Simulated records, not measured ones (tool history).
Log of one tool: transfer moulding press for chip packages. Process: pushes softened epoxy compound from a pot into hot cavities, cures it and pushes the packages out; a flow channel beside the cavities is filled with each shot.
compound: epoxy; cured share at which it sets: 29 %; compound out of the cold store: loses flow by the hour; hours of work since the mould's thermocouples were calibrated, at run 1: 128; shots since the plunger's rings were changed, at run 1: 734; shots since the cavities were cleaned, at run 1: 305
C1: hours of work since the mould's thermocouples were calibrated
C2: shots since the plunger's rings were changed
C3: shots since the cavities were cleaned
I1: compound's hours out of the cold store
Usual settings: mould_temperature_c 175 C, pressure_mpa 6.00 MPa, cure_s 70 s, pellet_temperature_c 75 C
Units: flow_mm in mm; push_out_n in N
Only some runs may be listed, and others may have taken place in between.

run 1 hour=0.0 | mould_temperature_c=175 pressure_mpa=6.00 cure_s=70 pellet_temperature_c=75 | C1=128 C2=734 C3=305 | I1=28.2 | flow_mm=578 push_out_n=380
-- hour=37.8 cavities cleaned with cleaning compound and waxed
run 2 hour=50.3 | mould_temperature_c=175 pressure_mpa=6.00 cure_s=70 pellet_temperature_c=75 | C1=164 C2=1535 C3=204 | I1=11.0 | flow_mm=613 push_out_n=352
-- hour=91.6 cavities cleaned with cleaning compound and waxed
run 3 hour=91.6 | mould_temperature_c=175 pressure_mpa=5.91 cure_s=70 pellet_temperature_c=75 | C1=193 C2=2190 C3=0 | I1=15.3 | flow_mm=591 push_out_n=283
run 4 hour=142.3 | mould_temperature_c=175 pressure_mpa=5.91 cure_s=70 pellet_temperature_c=75 | C1=230 C2=3022 C3=832 | I1=47.5 | flow_mm=509 push_out_n=460
-- hour=149.0 cavities cleaned with cleaning compound and waxed
run 5 hour=189.4 | mould_temperature_c=175 pressure_mpa=6.00 cure_s=70 pellet_temperature_c=75 | C1=263 C2=3772 C3=663 | I1=10.6 | flow_mm=587 push_out_n=449
-- hour=204.7 cavities cleaned with cleaning compound and waxed
run 6 hour=231.1 | mould_temperature_c=175 pressure_mpa=6.00 cure_s=70 pellet_temperature_c=75 | C1=293 C2=4431 C3=433 | I1=37.2 | flow_mm=521 push_out_n=391
-- hour=244.3 plunger's sealing rings changed
-- hour=261.0 cavities cleaned with cleaning compound and waxed
run 7 hour=267.4 | mould_temperature_c=175 pressure_mpa=6.00 cure_s=70 pellet_temperature_c=75 | C1=316 C2=356 C3=106 | I1=12.9 | flow_mm=615 push_out_n=311
-- hour=315.8 cavities cleaned with cleaning compound and waxed
run 8 hour=318.9 | mould_temperature_c=175 pressure_mpa=6.00 cure_s=70 pellet_temperature_c=75 | C1=353 C2=1177 C3=51 | I1=42.7 | flow_mm=539 push_out_n=289
-- hour=369.9 cavities cleaned with cleaning compound and waxed
run 9 hour=377.3 | mould_temperature_c=175 pressure_mpa=6.00 cure_s=70 pellet_temperature_c=75 | C1=395 C2=2112 C3=122 | I1=41.2 | flow_mm=533 push_out_n=308
-- hour=424.7 cavities cleaned with cleaning compound and waxed
run 10 hour=430.8 | mould_temperature_c=175 pressure_mpa=6.00 cure_s=70 pellet_temperature_c=75 | C1=433 C2=2966 C3=100 | I1=45.2 | flow_mm=514 push_out_n=323
-- hour=479.5 cavities cleaned with cleaning compound and waxed
run 11 hour=479.5 | mould_temperature_c=175 pressure_mpa=6.43 cure_s=70 pellet_temperature_c=75 | C1=467 C2=3741 C3=0 | I1=23.1 | flow_mm=574 push_out_n=269
-- hour=534.3 plunger's sealing rings changed
-- hour=535.8 cavities cleaned with cleaning compound and waxed
run 12 hour=540.2 | mould_temperature_c=175 pressure_mpa=6.43 cure_s=66 pellet_temperature_c=82 | C1=509 C2=72 C3=72 | I1=27.5 | flow_mm=596 push_out_n=329
-- hour=557.9 mould's thermocouples calibrated
run 13 hour=574.7 | mould_temperature_c=175 pressure_mpa=6.43 cure_s=66 pellet_temperature_c=82 | C1=12 C2=606 C3=606 | I1=24.9 | flow_mm=607 push_out_n=485
-- hour=596.1 cavities cleaned with cleaning compound and waxed
run 14 hour=618.8 | mould_temperature_c=175 pressure_mpa=5.67 cure_s=70 pellet_temperature_c=75 | C1=43 C2=1306 C3=372 | I1=38.9 | flow_mm=530 push_out_n=384
-- hour=654.1 cavities cleaned with cleaning compound and waxed
run 15 hour=673.7 | mould_temperature_c=175 pressure_mpa=5.01 cure_s=73 pellet_temperature_c=75 | C1=83 C2=2184 C3=322 | I1=44.6 | flow_mm=478 push_out_n=371
-- hour=708.0 cavities cleaned with cleaning compound and waxed
run 16 hour=734.4 | mould_temperature_c=178 pressure_mpa=6.00 cure_s=70 pellet_temperature_c=74 | C1=126 C2=3155 C3=433 | I1=30.0 | flow_mm=539 push_out_n=373
-- hour=763.1 cavities cleaned with cleaning compound and waxed
run 17 hour=792.8 | mould_temperature_c=169 pressure_mpa=6.00 cure_s=70 pellet_temperature_c=81 | C1=168 C2=4091 C3=489 | I1=20.1 | flow_mm=578 push_out_n=633
-- hour=819.2 cavities cleaned with cleaning compound and waxed
run 18 hour=819.2 | mould_temperature_c=169 pressure_mpa=4.82 cure_s=70 pellet_temperature_c=71 | C1=186 C2=4499 C3=0 | I1=33.8 | flow_mm=487 push_out_n=409
-- hour=832.7 plunger's sealing rings changed
run 19 hour=853.6 | mould_temperature_c=169 pressure_mpa=4.82 cure_s=103 pellet_temperature_c=82 | C1=209 C2=343 C3=524 | I1=20.9 | flow_mm=554 push_out_n=385
-- hour=879.4 cavities cleaned with cleaning compound and waxed
run 20 hour=911.9 | mould_temperature_c=175 pressure_mpa=6.00 cure_s=65 pellet_temperature_c=72 | C1=251 C2=1277 C3=535 | I1=15.6 | flow_mm=600 push_out_n=513

Alternative continuations, all from the tool just after run 20; predict every row:
-- hour=936.5 cavities cleaned with cleaning compound and waxed
run A hour=967.9 | mould_temperature_c=175 pressure_mpa=5.33 cure_s=65 pellet_temperature_c=72 | C1=290 C2=2172 C3=517 | I1=17.3 | flow_mm=? push_out_n=?
-- hour=936.5 cavities cleaned with cleaning compound and waxed
run B hour=967.9 | mould_temperature_c=176 pressure_mpa=6.00 cure_s=70 pellet_temperature_c=75 | C1=290 C2=2172 C3=517 | I1=22.9 | flow_mm=? push_out_n=?
-- hour=936.5 cavities cleaned with cleaning compound and waxed
run C hour=967.9 | mould_temperature_c=177 pressure_mpa=6.00 cure_s=75 pellet_temperature_c=75 | C1=290 C2=2172 C3=517 | I1=43.1 | flow_mm=? push_out_n=?

run=A flow_mm=555 push_out_n=502
run=B flow_mm=575 push_out_n=408
run=C flow_mm=520 push_out_n=369
What these runs would have given with no unlogged condition in the tool:
run=A flow_mm=577 push_out_n=336
run=B flow_mm=598 push_out_n=269
run=C flow_mm=541 push_out_n=238
